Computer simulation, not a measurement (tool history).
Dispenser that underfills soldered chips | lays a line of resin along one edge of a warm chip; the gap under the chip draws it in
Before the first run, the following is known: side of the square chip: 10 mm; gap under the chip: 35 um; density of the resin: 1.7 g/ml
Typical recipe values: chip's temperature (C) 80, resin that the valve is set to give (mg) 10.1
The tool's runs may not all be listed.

run   hour  chip's temperature (C)  resin that the valve is set to give (mg)  time until the resin shows at the far edge (s)  resin that the valve gave (mg)
  1      0                      80                                      10.1                                            84.1                            9.83
  2    2.3                      80                                      10.1                                            91.9                            9.74
  3    4.7                      80                                      10.1                                           104.3                            9.71
  4    8.9                      80                                      11.8                                           122.3                           11.46
  5   12.4                      80                                      11.8                                           144.3                           11.45
      13.2  -- new syringe of resin
  6   15.2                      80                                      11.8                                            80.7                           11.39
  7   18.6                      80                                      11.8                                            95.1                           11.39
  8     22                      80                                      11.8                                           107.6                           11.25
  9   27.2                      80                                      12.7                                           134.5                           12.17
        29  -- new syringe of resin
 10   32.6                      80                                      12.7                                              87                           12.11
 11   36.2                      80                                      12.7                                           102.1                           12.05
 12   39.8                      80                                      10.1                                           119.7                            9.56
      44.9  -- new syringe of resin
 13     45                      80                                      10.1                                              77                            9.58
 14     48                      80                                      10.1                                            86.4                            9.58
 15   53.4                      93                                      10.1                                            60.7                            9.39
 16   57.9                      93                                      10.1                                            73.8                             9.5
      60.8  -- new syringe of resin
 17   62.7                      80                                      10.1                                            80.7                            9.48
 18     65                      80                                      10.1                                            89.1                             9.4
 19   70.5                      80                                      10.1                                           113.4                            9.42
 20   72.9                      81                                       8.9                                           123.1                            8.22
      76.9  -- new syringe of resin
 21   77.9                      77                                      11.9                                            89.2                           11.06
 22   82.2                      77                                      11.9                                           105.6                           11.07
 23   87.3                      87                                        12                                            82.9                           11.06
 24   92.2                      77                                        10                                           165.2                            9.01
      92.9  -- new syringe of resin
 25   97.4                      77                                        10                                           103.2                            9.02
 26  102.6                      82                                       8.7                                           104.3                            7.85
 27  106.4                      70                                        12                                           206.6                           10.85
     109.1  -- new syringe of resin
 28  110.7                      87                                       8.8                                            59.8                            7.96
 29    115                      74                                       9.2                                           132.3                            8.34
 30  118.1                      74                                       9.2                                           149.5                            8.25
 31  122.5                      88                                      10.3                                              93                            9.18
     125.2  -- new syringe of resin
 32  127.9                      70                                      11.9                                             131                           10.58
 33  130.3                      70                                      11.9                                             145                           10.67
 34  132.7                      75                                      11.2                                           126.2                            9.94
 35  136.3                      75                                      11.2                                           148.1                            9.94
 36  139.4                      88                                      10.4                                            95.3                            9.27

Each row is a separate what-if for the run after 36, all from the same tool condition, not one after another. Results?
     141.1  -- new syringe of resin
  A   144                      80                                      10.1                                               ?                               ?
     141.1  -- new syringe of resin
  B   144                      91                                        11                                               ?                               ?
     141.1  -- new syringe of resin
  C   144                      70                                      12.4                                               ?                               ?
     141.1  -- new syringe of resin
  D   144                      78                                      12.8                                               ?                               ?

run  time until the resin shows at the far edge (s)  resin that the valve gave (mg)
  A                                              86                            8.95
  B                                              52                            9.71
  C                                           136.9                           10.87
  D                                            92.1                           11.28
Without the tool's unlogged condition, the same runs would have read:
run  time until the resin shows at the far edge (s)  resin that the valve gave (mg)
  A                                            79.9                           10.14
  B                                            48.4                           10.99
  C                                           129.1                           12.31
  D                                            86.6                           12.78
